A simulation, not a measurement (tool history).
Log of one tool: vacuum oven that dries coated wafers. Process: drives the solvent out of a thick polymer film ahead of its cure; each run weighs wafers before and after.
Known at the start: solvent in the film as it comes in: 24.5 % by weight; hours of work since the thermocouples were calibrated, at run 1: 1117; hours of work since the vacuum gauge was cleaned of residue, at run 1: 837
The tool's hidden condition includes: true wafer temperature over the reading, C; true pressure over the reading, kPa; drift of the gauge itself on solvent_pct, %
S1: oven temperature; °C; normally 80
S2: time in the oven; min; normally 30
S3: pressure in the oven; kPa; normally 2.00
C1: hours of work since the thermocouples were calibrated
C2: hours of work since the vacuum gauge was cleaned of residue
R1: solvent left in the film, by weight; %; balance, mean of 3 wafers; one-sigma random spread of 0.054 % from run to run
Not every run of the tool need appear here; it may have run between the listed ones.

run   hour  S1  S2    S3    C1    C2     R1
  1    0.0  80  30  2.00  1117   837   2.62
  2   25.1  80  30  2.00  1137   857   2.62
  3   43.2  80  30  2.25  1151   871   2.68
  4   60.2  80  44  2.00  1165   885   1.76
  5   73.9  80  30  1.27  1176   896   2.17
  6   90.7  80  30  2.00  1189   909   2.64
  7  114.7  80  30  2.00  1209   928   2.60
  8  140.1  80  30  2.00  1229   949   2.64
  9  161.1  80  15  2.00  1246   966   6.10
 10  185.5  80  15  2.00  1265   985   6.15
 11  206.7  80  15  2.00  1282  1002   6.11
 12  217.2  80  15  1.78  1291  1010   5.86
 13  239.9  80  15  1.78  1309  1029   5.96
 14  251.5  80  30  2.00  1318  1038   2.69
 15  269.2  80  30  5.03  1332  1052   4.64
 16  292.4  80  30  1.13  1351  1071   2.19
 17  309.9  80  30  2.00  1365  1085   2.71
 18  325.7  80  30  2.00  1377  1097   2.83
 19  349.0  80  30  2.00  1396  1116   2.75
 20  367.5  80  30  2.00  1411  1131   2.71
 21  390.2  80  22  2.00  1429  1149   4.04
 22  405.0  80  22  2.00  1441  1161   4.02
 23  430.1  80  30  2.00  1461  1181   2.88
     437.3  -- oven's thermocouples calibrated
 24  450.5  93  47  1.27    11  1195   0.75
 25  468.8  80  48  2.00    25  1210   1.59
     472.2  -- vacuum gauge cleaned of residue and calibrated
 26  490.2  80  48  2.00    41    14   1.68
 27  508.7  73  18  1.25    56    29   6.88
 28  525.6  68  18  5.62    69    43  12.45
 29  540.9  81  30  2.00    82    55   2.17
 30  560.1  80  22  2.00    97    70   3.39
     583.2  -- vacuum gauge cleaned of residue and calibrated, once more
 31  584.5  92  37  2.00   115     1   0.74
 32  608.8  77  37  6.94   135    20   5.46
 33  627.7  70  41  4.61   150    36   5.98
 34  638.5  70  41  4.61   158    44   5.90
 35  653.0  75  51  1.28   170    56   1.36
 36  678.2  90  22  1.28   190    76   0.75
 37  703.5  90  22  1.28   210    96   0.86
 38  717.3  67  43  4.88   221   107   7.43
 39  730.6  73  47  6.20   232   118   5.82
 40  748.7  70  30  2.00   246   132   5.42
 41  763.9  70  19  1.80   259   144   8.04
 42  777.8  80  29  2.00   270   156   2.11
 43  794.0  81  45  1.17   283   169   0.85
 44  816.4  81  45  1.17   301   186   0.82
 45  838.8  73  28  1.50   319   204   4.23

What if the next run were any one of these 4? Each begins from the tool's condition after run 45:
  A  856.3  80  18  2.00  332  218   ?
  B  856.3  78  47  5.76  332  218   ?
  C  856.3  74  31  7.48  332  218   ?
  D  856.3  91  38  1.62  332  218   ?

run    R1
  A  4.17
  B  4.21
  C  7.66
  D  0.68
With no hidden state in the tool, these same runs would have given:
run    R1
  A  3.95
  B  4.07
  C  7.40
  D  0.64
